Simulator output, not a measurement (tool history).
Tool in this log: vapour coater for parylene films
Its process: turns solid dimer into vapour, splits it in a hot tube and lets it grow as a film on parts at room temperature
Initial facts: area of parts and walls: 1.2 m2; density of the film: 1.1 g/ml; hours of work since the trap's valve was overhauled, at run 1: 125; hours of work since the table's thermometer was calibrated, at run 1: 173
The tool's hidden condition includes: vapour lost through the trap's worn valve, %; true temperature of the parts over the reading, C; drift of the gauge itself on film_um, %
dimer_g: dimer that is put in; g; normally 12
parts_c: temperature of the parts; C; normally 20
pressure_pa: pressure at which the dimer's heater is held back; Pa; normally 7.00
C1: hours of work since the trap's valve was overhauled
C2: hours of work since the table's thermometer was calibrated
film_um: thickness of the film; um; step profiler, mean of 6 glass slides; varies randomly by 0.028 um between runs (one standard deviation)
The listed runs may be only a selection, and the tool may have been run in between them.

{"run": 1, "hour": 0.0, "dimer_g": 12, "parts_c": 20, "pressure_pa": 7.0, "C1": 125, "C2": 173, "film_um": 5.46}
{"run": 2, "hour": 8.0, "dimer_g": 12, "parts_c": 20, "pressure_pa": 7.0, "C1": 131, "C2": 179, "film_um": 5.45}
{"run": 3, "hour": 22.8, "dimer_g": 12, "parts_c": 20, "pressure_pa": 7.0, "C1": 142, "C2": 190, "film_um": 5.47}
{"run": 4, "hour": 31.3, "dimer_g": 12, "parts_c": 20, "pressure_pa": 7.0, "C1": 149, "C2": 197, "film_um": 5.46}
{"run": 5, "hour": 40.5, "dimer_g": 12, "parts_c": 20, "pressure_pa": 7.0, "C1": 156, "C2": 204, "film_um": 5.49}
{"run": 6, "hour": 54.4, "dimer_g": 12, "parts_c": 23, "pressure_pa": 7.0, "C1": 166, "C2": 214, "film_um": 4.82}
{"run": 7, "hour": 65.9, "dimer_g": 8, "parts_c": 20, "pressure_pa": 7.0, "C1": 175, "C2": 223, "film_um": 3.64}
{"run": 8, "hour": 77.3, "dimer_g": 6, "parts_c": 20, "pressure_pa": 7.0, "C1": 184, "C2": 232, "film_um": 2.75}
{"run": 9, "hour": 93.2, "dimer_g": 7, "parts_c": 20, "pressure_pa": 7.0, "C1": 196, "C2": 244, "film_um": 3.19}
{"run": 10, "hour": 106.5, "dimer_g": 7, "parts_c": 20, "pressure_pa": 7.0, "C1": 206, "C2": 254, "film_um": 3.15}
{"run": 11, "hour": 114.4, "dimer_g": 7, "parts_c": 20, "pressure_pa": 7.0, "C1": 212, "C2": 260, "film_um": 3.2}
{"run": 12, "hour": 126.1, "dimer_g": 7, "parts_c": 20, "pressure_pa": 7.0, "C1": 221, "C2": 269, "film_um": 3.19}
{"hour": 142.5, "done": "trap's valve overhauled"}
{"run": 13, "hour": 144.2, "dimer_g": 5, "parts_c": 20, "pressure_pa": 7.0, "C1": 1, "C2": 280, "film_um": 2.29}
{"run": 14, "hour": 161.7, "dimer_g": 5, "parts_c": 20, "pressure_pa": 5.3, "C1": 15, "C2": 293, "film_um": 2.35}
{"run": 15, "hour": 169.9, "dimer_g": 5, "parts_c": 20, "pressure_pa": 5.3, "C1": 21, "C2": 299, "film_um": 2.35}
{"run": 16, "hour": 179.4, "dimer_g": 12, "parts_c": 12, "pressure_pa": 7.0, "C1": 28, "C2": 307, "film_um": 7.63}
{"run": 17, "hour": 195.2, "dimer_g": 5, "parts_c": 12, "pressure_pa": 7.0, "C1": 40, "C2": 319, "film_um": 3.16}
{"run": 18, "hour": 206.5, "dimer_g": 12, "parts_c": 20, "pressure_pa": 7.0, "C1": 49, "C2": 327, "film_um": 5.47}
{"run": 19, "hour": 216.1, "dimer_g": 12, "parts_c": 20, "pressure_pa": 7.0, "C1": 56, "C2": 335, "film_um": 5.49}
{"run": 20, "hour": 231.4, "dimer_g": 12, "parts_c": 20, "pressure_pa": 8.99, "C1": 68, "C2": 346, "film_um": 5.3}
{"run": 21, "hour": 244.1, "dimer_g": 12, "parts_c": 20, "pressure_pa": 7.0, "C1": 78, "C2": 356, "film_um": 5.51}
{"run": 22, "hour": 259.7, "dimer_g": 12, "parts_c": 20, "pressure_pa": 7.0, "C1": 90, "C2": 368, "film_um": 5.44}
{"run": 23, "hour": 272.6, "dimer_g": 12, "parts_c": 20, "pressure_pa": 7.0, "C1": 99, "C2": 378, "film_um": 5.53}
{"run": 24, "hour": 284.8, "dimer_g": 5, "parts_c": 16, "pressure_pa": 10.96, "C1": 109, "C2": 387, "film_um": 2.55}
{"run": 25, "hour": 301.1, "dimer_g": 5, "parts_c": 19, "pressure_pa": 2.65, "C1": 121, "C2": 400, "film_um": 2.62}
{"run": 26, "hour": 308.9, "dimer_g": 14, "parts_c": 20, "pressure_pa": 7.0, "C1": 127, "C2": 406, "film_um": 6.36}
{"run": 27, "hour": 321.2, "dimer_g": 14, "parts_c": 20, "pressure_pa": 7.0, "C1": 136, "C2": 415, "film_um": 6.38}

Run 28, settings as shown, results not yet in. Your forecast:
{"run": 28, "hour": 335.9, "dimer_g": 5, "parts_c": 21, "pressure_pa": 3.57, "C1": 148, "C2": 426, "film_um": "?"}

film_um: 2.36 um
On a tool with no hidden condition, and with the same random variation, this run would have come out at film_um 2.36 um.
